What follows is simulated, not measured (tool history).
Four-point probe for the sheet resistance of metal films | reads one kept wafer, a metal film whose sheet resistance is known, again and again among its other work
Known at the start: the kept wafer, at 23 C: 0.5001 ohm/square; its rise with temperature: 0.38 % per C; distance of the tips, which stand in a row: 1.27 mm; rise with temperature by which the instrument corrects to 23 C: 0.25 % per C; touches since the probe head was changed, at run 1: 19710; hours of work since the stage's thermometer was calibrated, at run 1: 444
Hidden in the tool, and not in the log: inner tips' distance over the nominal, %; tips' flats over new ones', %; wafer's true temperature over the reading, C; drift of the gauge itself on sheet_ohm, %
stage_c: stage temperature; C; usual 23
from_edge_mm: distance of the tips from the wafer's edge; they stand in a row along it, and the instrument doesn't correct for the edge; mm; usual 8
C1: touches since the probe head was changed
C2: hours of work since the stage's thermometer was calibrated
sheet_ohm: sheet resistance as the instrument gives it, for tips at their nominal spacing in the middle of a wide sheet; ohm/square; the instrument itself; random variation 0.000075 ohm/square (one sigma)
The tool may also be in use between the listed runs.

Run 1, hour 0: usual settings; C1 19710; C2 444. Result: sheet_ohm 0.505585 ohm/square.
Run 2, hour 13.7: usual settings; C1 20131; C2 453. Result: sheet_ohm 0.505599 ohm/square.
Run 3, hour 28.8: usual settings but from_edge_mm 13 mm; C1 20597; C2 464. Result: sheet_ohm 0.50158 ohm/square.
Run 4, hour 40.1: usual settings but from_edge_mm 13 mm; C1 20945; C2 472. Result: sheet_ohm 0.501378 ohm/square.
Run 5, hour 52: usual settings but from_edge_mm 31 mm; C1 21309; C2 480. Result: sheet_ohm 0.499211 ohm/square.
Run 6, hour 63.7: usual settings but stage_c 27 C; C1 21669; C2 488. Result: sheet_ohm 0.508126 ohm/square.
Run 7, hour 78.6: usual settings but stage_c 27 C; C1 22130; C2 498. Result: sheet_ohm 0.508196 ohm/square.
Run 8, hour 88.7: usual settings; C1 22438; C2 505. Result: sheet_ohm 0.50561 ohm/square.
Run 9, hour 104.8: usual settings; C1 22936; C2 516. Result: sheet_ohm 0.505584 ohm/square.
Run 10, hour 124.1: usual settings; C1 23530; C2 530. Result: sheet_ohm 0.505611 ohm/square.
Run 11, hour 139.1: usual settings; C1 23990; C2 540. Result: sheet_ohm 0.505532 ohm/square.
Run 12, hour 155.9: usual settings; C1 24507; C2 552. Result: sheet_ohm 0.505569 ohm/square.
Run 13, hour 172.6: usual settings; C1 25023; C2 563. Result: sheet_ohm 0.505588 ohm/square.
Run 14, hour 188.1: usual settings; C1 25498; C2 574. Result: sheet_ohm 0.505569 ohm/square.
Run 15, hour 202.1: usual settings; C1 25928; C2 584. Result: sheet_ohm 0.505487 ohm/square.
Run 16, hour 215.4: usual settings; C1 26340; C2 593. Result: sheet_ohm 0.505583 ohm/square.
Run 17, hour 229.1: usual settings; C1 26759; C2 602. Result: sheet_ohm 0.505496 ohm/square.
Run 18, hour 244.5: usual settings; C1 27232; C2 613. Result: sheet_ohm 0.505543 ohm/square.
Run 19, hour 253.3: usual settings; C1 27506; C2 619. Result: sheet_ohm 0.505546 ohm/square.
Run 20, hour 265.9: usual settings; C1 27894; C2 628. Result: sheet_ohm 0.505402 ohm/square.
Run 21, hour 279.2: usual settings; C1 28301; C2 637. Result: sheet_ohm 0.505452 ohm/square.
Run 22, hour 292.8: usual settings but stage_c 29 C; C1 28721; C2 647. Result: sheet_ohm 0.509355 ohm/square.
Run 23, hour 310.8: usual settings but stage_c 18 C, from_edge_mm 27 mm; C1 29275; C2 659. Result: sheet_ohm 0.496208 ohm/square.
Run 24, hour 326.5: usual settings but stage_c 18 C, from_edge_mm 27 mm; C1 29756; C2 670. Result: sheet_ohm 0.496229 ohm/square.
Run 25, hour 335.9: usual settings but stage_c 29 C, from_edge_mm 17 mm; C1 30045; C2 676. Result: sheet_ohm 0.504041 ohm/square.
Run 26, hour 354.8: usual settings but stage_c 24 C, from_edge_mm 23 mm; C1 30627; C2 690. Result: sheet_ohm 0.500202 ohm/square.
At hour 357: stage's thermometer calibrated.
Run 27, hour 373.4: usual settings but stage_c 24 C, from_edge_mm 23 mm; C1 31183; C2 11. Result: sheet_ohm 0.50046 ohm/square.
Run 28, hour 390.6: usual settings but stage_c 22 C, from_edge_mm 53 mm; C1 31714; C2 23. Result: sheet_ohm 0.498493 ohm/square.
Run 29, hour 403.3: usual settings but stage_c 22 C, from_edge_mm 53 mm; C1 32104; C2 32. Result: sheet_ohm 0.498566 ohm/square.
Run 30, hour 420.2: usual settings but stage_c 22 C, from_edge_mm 4 mm; C1 32624; C2 44. Result: sheet_ohm 0.524023 ohm/square.
Run 31, hour 428.5: usual settings but stage_c 20 C, from_edge_mm 14 mm; C1 32882; C2 50. Result: sheet_ohm 0.499234 ohm/square.
Run 32, hour 442.7: usual settings but stage_c 24 C, from_edge_mm 34 mm; C1 33317; C2 59. Result: sheet_ohm 0.499948 ohm/square.
At hour 451.8: stage's thermometer calibrated, once more.
Run 33, hour 461.7: usual settings but stage_c 19 C, from_edge_mm 3 mm; C1 33888; C2 7. Result: sheet_ohm 0.53889 ohm/square.
Run 34, hour 472.8: usual settings but stage_c 30 C, from_edge_mm 3 mm; C1 34229; C2 15. Result: sheet_ohm 0.546506 ohm/square.
Run 35, hour 492.1: usual settings but stage_c 26 C, from_edge_mm 4 mm; C1 34823; C2 28. Result: sheet_ohm 0.525635 ohm/square.
Run 36, hour 511.4: usual settings but stage_c 26 C, from_edge_mm 4 mm; C1 35417; C2 41. Result: sheet_ohm 0.525746 ohm/square.
Run 37, hour 528.4: usual settings but stage_c 20 C, from_edge_mm 26 mm; C1 35939; C2 53. Result: sheet_ohm 0.49691 ohm/square.
Run 38, hour 537.3: usual settings but stage_c 21 C, from_edge_mm 13 mm; C1 36212; C2 59. Result: sheet_ohm 0.499278 ohm/square.
Run 39, hour 554.9: usual settings but stage_c 21 C, from_edge_mm 12 mm; C1 36756; C2 71. Result: sheet_ohm 0.49994 ohm/square.
Run 40, hour 570.1: usual settings but from_edge_mm 3 mm; C1 37223; C2 82. Result: sheet_ohm 0.541654 ohm/square.
Run 41, hour 589.1: usual settings but stage_c 34 C, from_edge_mm 4 mm; C1 37806; C2 95. Result: sheet_ohm 0.53097 ohm/square.
Run 42, hour 608.3: usual settings but stage_c 22 C; C1 38397; C2 108. Result: sheet_ohm 0.504273 ohm/square.

4 ways to go on from here, each from the tool as it stands after run 42. What would each give?
Run A, hour 617.7: usual settings but stage_c 18 C, from_edge_mm 9 mm; C1 38686; C2 115. Result: sheet_ohm ?.
Run B, hour 617.7: usual settings but stage_c 28 C, from_edge_mm 16 mm; C1 38686; C2 115. Result: sheet_ohm ?.
Run C, hour 617.7: usual settings but stage_c 27 C, from_edge_mm 11 mm; C1 38686; C2 115. Result: sheet_ohm ?.
Run D, hour 617.7: usual settings but stage_c 22 C, from_edge_mm 5 mm; C1 38686; C2 115. Result: sheet_ohm ?.

run  sheet_ohm
  A    0.50021
  B   0.503012
  C   0.504332
  D   0.514131
Without the tool's hidden state the same runs would have given:
run  sheet_ohm
  A   0.502153
  B   0.504964
  C   0.506289
  D   0.516124
